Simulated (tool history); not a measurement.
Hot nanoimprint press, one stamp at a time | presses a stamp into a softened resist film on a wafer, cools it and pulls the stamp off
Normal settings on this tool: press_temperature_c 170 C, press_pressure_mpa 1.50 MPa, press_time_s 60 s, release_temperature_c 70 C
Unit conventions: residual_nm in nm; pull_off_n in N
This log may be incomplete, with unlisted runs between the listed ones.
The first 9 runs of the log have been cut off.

run     day  press_temperature_c  press_pressure_mpa  press_time_s  release_temperature_c  hours of work since the thermocouple was calibrated  imprints on the stamp's release coat  hours of work since the press's seals were changed  residual_nm  pull_off_n
 10  18.142                  170                1.50            60                     70                                                   38                                  1000                                                 852        271.9         143
 11  19.288                  170                1.50            60                     62                                                   50                                  1082                                                 864        273.3         158
     21.929  -- plate thermocouple calibrated, once more
 12  21.938                  165                1.50            60                     62                                                    0                                  1264                                                 891        323.7         161
 13  23.275                  170                1.50            60                     70                                                   14                                  1359                                                 904        258.6         146
 14  25.333                  170                1.50            60                     70                                                   35                                  1508                                                 926        258.6         145
 15  27.508                  170                1.50            60                     70                                                   58                                  1664                                                 948        258.3         148
 16  29.429                  170                1.50            60                     70                                                   78                                  1802                                                 968        261.2         150
     29.938  -- stamp cleaned and given a new release coat
 17  31.288                  177                1.50            51                     65                                                   95                                    97                                                 985        191.3         141
 18  33.175                  165                1.70           106                     74                                                  114                                   233                                                1005        265.4         128

Run 19 has not been measured yet. What should we expect?
 19  34.642                  178                1.00            61                     78                                                  130                                   338                                                1020            ?           ?

Run 19 measured residual_nm 200.5 nm, pull_off_n 122 N.
With the hidden condition absent and the run-to-run variation left alone, this run would have shown residual_nm 192.1 nm, pull_off_n 118 N.
